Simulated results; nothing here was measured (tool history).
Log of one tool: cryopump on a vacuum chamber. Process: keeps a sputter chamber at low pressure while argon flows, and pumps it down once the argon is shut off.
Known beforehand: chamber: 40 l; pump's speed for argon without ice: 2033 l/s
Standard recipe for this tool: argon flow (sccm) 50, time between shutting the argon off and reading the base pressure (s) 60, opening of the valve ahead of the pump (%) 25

run    hour  argon flow (sccm)  time between shutting the argon off and reading the base pressure (s)  opening of the valve ahead of the pump (%)  pressure while argon flows (Pa)  pressure after the wait (uPa)
  1     0.0                 50                                                                     60                                          25                           0.1691                           1.82
  2    52.6                 50                                                                     60                                          25                           0.1677                           1.78
  3   101.2                 50                                                                     60                                          25                           0.1692                           1.83
  4   154.5                 50                                                                     60                                          25                           0.1703                           1.87
  5   186.2                 50                                                                     60                                          25                           0.1674                           1.85
  6   223.1                 50                                                                     60                                          25                           0.1700                           1.86
  7   271.3                 50                                                                     60                                          25                           0.1698                           1.91
  8   320.0                 50                                                                     60                                          25                           0.1715                           1.93
  9   376.8                 50                                                                     60                                          25                           0.1697                           1.99
 10   420.3                 53                                                                     60                                          25                           0.1817                           2.02
 11   471.8                 42                                                                     60                                          25                           0.1434                           2.06
 12   497.4                 50                                                                     60                                          25                           0.1707                           2.04
 13   534.6                 98                                                                     60                                          25                           0.3359                           2.00
 14   579.1                 50                                                                     47                                          25                           0.1718                           2.32
 15   624.6                 50                                                                     47                                          25                           0.1724                           2.28
 16   665.9                 50                                                                     60                                          25                           0.1732                           2.24
 17   718.3                 50                                                                     60                                          25                           0.1723                           2.20
 18   750.3                 24                                                                    236                                          17                           0.1195                           1.67
 19   774.3                 24                                                                    144                                          23                           0.0897                           1.81
      794.5  -- pump warmed up, emptied and cooled again
 20   825.6                 24                                                                    109                                          25                           0.0806                           1.69
 21   875.9                 24                                                                    109                                          25                           0.0801                           1.74
 22   919.0                 82                                                                    127                                          16                           0.4324                           1.76
 23   973.2                 31                                                                     60                                          52                           0.0502                           2.11
 24  1025.5                 31                                                                     60                                          48                           0.0548                           2.13
 25  1056.0                 50                                                                    156                                          25                           0.1689                           1.66
 26  1087.5                 50                                                                    281                                          25                           0.1692                           1.58
 27  1121.8                 20                                                                     60                                          57                           0.0307                           2.19
 28  1156.5                 20                                                                     60                                          57                           0.0302                           2.23
 29  1198.9                 20                                                                     60                                          57                           0.0297                           2.30
 30  1249.6                 20                                                                     60                                          57                           0.0310                           2.24
 31  1293.5                 23                                                                    159                                          24                           0.0810                           1.88
 32  1344.0                 39                                                                    105                                          24                           0.1377                           1.97
 33  1389.4                 50                                                                     60                                          33                           0.1300                           2.40

Same runs, no hidden state in the tool, same run-to-run variation:
What the log doesn't record here: pump's speed, % of a pump's without ice; cold plate's temperature, K; leak into the chamber, uPa l/s; drift of the gauge itself on working_pa, %; drift of the gauge itself on base_upa, %.
run  pressure while argon flows (Pa)  pressure after the wait (uPa)
  1                           0.1670                           0.91
  2                           0.1653                           0.87
  3                           0.1665                           0.88
  4                           0.1673                           0.90
  5                           0.1643                           0.88
  6                           0.1667                           0.87
  7                           0.1662                           0.88
  8                           0.1675                           0.87
  9                           0.1655                           0.88
 10                           0.1770                           0.89
 11                           0.1394                           0.91
 12                           0.1658                           0.87
 13                           0.3257                           0.85
 14                           0.1663                           1.09
 15                           0.1667                           1.06
 16                           0.1672                           0.94
 17                           0.1660                           0.88
 18                           0.1164                           0.35
 19                           0.0865                           0.47
 20                           0.0800                           0.52
 21                           0.0794                           0.55
 22                           0.4297                           0.51
 23                           0.0490                           0.87
 24                           0.0535                           0.86
 25                           0.1666                           0.38
 26                           0.1668                           0.29
 27                           0.0297                           0.87
 28                           0.0290                           0.87
 29                           0.0285                           0.90
 30                           0.0297                           0.85
 31                           0.0794                           0.43
 32                           0.1347                           0.52
 33                           0.1260                           0.90
